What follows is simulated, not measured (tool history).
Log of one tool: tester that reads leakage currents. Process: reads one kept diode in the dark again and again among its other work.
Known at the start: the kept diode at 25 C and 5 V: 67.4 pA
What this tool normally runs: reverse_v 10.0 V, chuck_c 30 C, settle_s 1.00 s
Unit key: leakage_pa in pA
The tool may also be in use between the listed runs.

run	hour	reverse_v	chuck_c	settle_s	leakage_pa
1	0.0	10.0	30	1.00	151.72
2	50.5	10.0	30	1.00	152.41
3	104.8	2.2	30	1.00	66.52
4	188.7	2.2	30	1.00	66.81
5	288.0	2.2	30	1.00	66.66
6	392.8	2.2	30	1.00	67.38
7	460.4	10.0	30	1.00	156.60
8	553.9	10.0	30	1.00	157.62
9	630.9	10.0	30	1.00	158.37
# hour 640.7: chuck's temperature calibrated
10	684.3	1.2	30	1.00	49.21
11	776.5	8.5	24	0.38	99.05
12	837.9	2.8	27	4.70	62.55
13	927.7	1.8	30	0.40	63.18
14	1024.7	1.8	29	1.37	57.53
15	1113.4	1.8	29	1.37	57.97
16	1181.7	13.8	30	1.00	199.34
17	1224.2	13.8	32	6.48	225.58
# hour 1262.1: chuck's temperature calibrated, once more
18	1305.0	14.9	32	0.30	243.09
19	1368.2	14.9	32	0.30	244.63

Forecast each of these 3 alternatives for the next run:
A	1450.5	10.0	30	8.67	?
B	1450.5	14.9	59	0.30	?
C	1450.5	2.7	32	6.24	?

run	leakage_pa
A	158.37
B	1450.64
C	87.77
The same runs, with their run-to-run variation unchanged, on a tool lacking any hidden condition would have given:
run	leakage_pa
A	146.35
B	1426.23
C	84.17
